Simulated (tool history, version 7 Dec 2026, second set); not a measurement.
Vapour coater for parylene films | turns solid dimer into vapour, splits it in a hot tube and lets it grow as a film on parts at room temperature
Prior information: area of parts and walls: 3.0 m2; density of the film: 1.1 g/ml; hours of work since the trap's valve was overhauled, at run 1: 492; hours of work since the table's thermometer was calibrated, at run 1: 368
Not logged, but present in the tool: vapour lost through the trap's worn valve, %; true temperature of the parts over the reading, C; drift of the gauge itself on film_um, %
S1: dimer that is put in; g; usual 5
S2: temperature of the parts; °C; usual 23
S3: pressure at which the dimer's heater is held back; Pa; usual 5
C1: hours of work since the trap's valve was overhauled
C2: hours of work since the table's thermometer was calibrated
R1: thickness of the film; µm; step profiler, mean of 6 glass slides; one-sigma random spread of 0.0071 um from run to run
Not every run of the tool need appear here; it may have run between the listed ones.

run	hour	S1	S2	S3	C1	C2	R1
1	0	5	23	5	492	368	0.715
2	13.4	5	23	3.8	500	377	0.719
3	21.9	5	23	3.8	505	382	0.725
4	34.5	5	23	3.8	513	390	0.735
5	45.9	7	23	5	520	397	0.986
6	58.9	5	23	5	528	405	0.7
7	72.6	4	23	5	537	414	0.564
8	83.7	4	23	5	544	421	0.554
# hour 93.9: trap's valve overhauled
9	95.2	5	23	5.2	1	426	0.678
10	107.1	5	23	5	8	433	0.664
11	123.1	5	23	5	18	443	0.679
12	132.7	5	23	5	24	449	0.677
13	143.7	5	23	5	31	456	0.671
14	152.8	5	23	5	37	462	0.665
# hour 160.8: trap's valve overhauled, once more
15	164.4	5	23	5	2	466	0.818
16	175.4	5	23	5	9	473	0.818
17	186.6	9	23	5	16	480	1.456
18	196.8	9	23	5	23	487	1.471
19	205.3	2	19	9.77	28	492	0.359
20	220.9	5	27	3.84	38	502	0.707
21	235.2	5	17	3.84	47	511	1.069
22	242.2	5	17	3.84	51	515	1.075
23	256	5	17	3.84	60	524	1.07
24	267.2	5	28	5.19	67	531	0.643
25	281.5	5	28	5.19	76	540	0.656
26	290.7	5	35	5	81	546	0.472

Run 27 has not been measured yet. What should we expect?
27	303.3	5	35	5	89	554	?

{"run 27": {"R1": 0.47}}
Without the tool's hidden state the same run would have given R1 0.48 µm.

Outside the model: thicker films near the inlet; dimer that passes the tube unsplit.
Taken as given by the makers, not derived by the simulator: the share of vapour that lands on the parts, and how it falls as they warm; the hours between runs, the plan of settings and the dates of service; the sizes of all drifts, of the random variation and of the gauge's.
